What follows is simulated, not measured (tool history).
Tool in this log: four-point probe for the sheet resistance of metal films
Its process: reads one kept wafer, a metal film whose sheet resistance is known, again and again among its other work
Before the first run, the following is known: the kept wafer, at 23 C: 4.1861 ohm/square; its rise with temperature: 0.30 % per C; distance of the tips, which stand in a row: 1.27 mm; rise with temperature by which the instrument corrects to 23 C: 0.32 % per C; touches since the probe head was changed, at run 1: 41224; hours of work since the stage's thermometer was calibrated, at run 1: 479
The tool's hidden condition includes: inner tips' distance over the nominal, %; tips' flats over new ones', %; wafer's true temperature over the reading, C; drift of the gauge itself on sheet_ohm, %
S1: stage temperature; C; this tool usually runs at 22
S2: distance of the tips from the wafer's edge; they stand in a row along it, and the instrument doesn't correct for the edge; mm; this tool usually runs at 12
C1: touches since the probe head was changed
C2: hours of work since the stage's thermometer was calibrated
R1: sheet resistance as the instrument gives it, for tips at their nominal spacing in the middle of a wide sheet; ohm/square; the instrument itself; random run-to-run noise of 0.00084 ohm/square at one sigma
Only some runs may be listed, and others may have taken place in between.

| run | hour | S1 | S2 | C1 | C2 | R1 |
|---|---|---|---|---|---|---|
| 1 | 0 | 22 | 12 | 41224 | 479 | 4.189491 |
| 2 | 32.5 | 22 | 12 | 42271 | 496 | 4.189507 |
| 3 | 87.4 | 22 | 12 | 44043 | 525 | 4.190283 |
| 4 | 124.5 | 22 | 59 | 45238 | 544 | 4.165838 |
| 5 | 180.7 | 22 | 32 | 47051 | 574 | 4.167719 |
| 6 | 216.8 | 22 | 12 | 48216 | 593 | 4.188741 |
| 7 | 244.3 | 22 | 45 | 49102 | 607 | 4.164186 |
| 8 | 297.9 | 22 | 12 | 50832 | 635 | 4.18776 |
| 9 | 356.7 | 22 | 12 | 52726 | 666 | 4.185426 |
| 10 | 384.9 | 22 | 12 | 53636 | 680 | 4.187654 |
| 11 | 412.2 | 27 | 24 | 54517 | 695 | 4.163818 |
| 12 | 439.5 | 27 | 38 | 55396 | 709 | 4.158228 |
| 13 | 482.2 | 27 | 38 | 56773 | 731 | 4.159205 |
| 14 | 537.6 | 28 | 6 | 58559 | 760 | 4.25185 |
| 15 | 587.8 | 19 | 9 | 60181 | 787 | 4.207805 |
| 16 | 615.5 | 19 | 14 | 61073 | 801 | 4.180585 |
| 17 | 665.9 | 19 | 39 | 62698 | 828 | 4.163022 |
| 18 | 723.2 | 35 | 6 | 64545 | 857 | 4.245308 |
| 19 | 774.9 | 18 | 29 | 66213 | 885 | 4.16548 |
| 20 | 827.4 | 20 | 37 | 67906 | 912 | 4.160343 |

Branching from run 20: 5 alternative next runs. What would each branch give?
| A | 887.5 | 33 | 32 | 69845 | 943 | ? |
| B | 887.5 | 26 | 20 | 69845 | 943 | ? |
| C | 887.5 | 24 | 3 | 69845 | 943 | ? |
| D | 887.5 | 26 | 4 | 69845 | 943 | ? |
| E | 887.5 | 23 | 4 | 69845 | 943 | ? |

| run | R1 |
|---|---|
| A | 4.152724 |
| B | 4.162393 |
| C | 4.519465 |
| D | 4.366883 |
| E | 4.370848 |
The same runs, with their run-to-run variation unchanged, on a tool lacking any hidden condition would have given:
| run | R1 |
|---|---|
| A | 4.18291 |
| B | 4.192599 |
| C | 4.551994 |
| D | 4.398436 |
| E | 4.402408 |

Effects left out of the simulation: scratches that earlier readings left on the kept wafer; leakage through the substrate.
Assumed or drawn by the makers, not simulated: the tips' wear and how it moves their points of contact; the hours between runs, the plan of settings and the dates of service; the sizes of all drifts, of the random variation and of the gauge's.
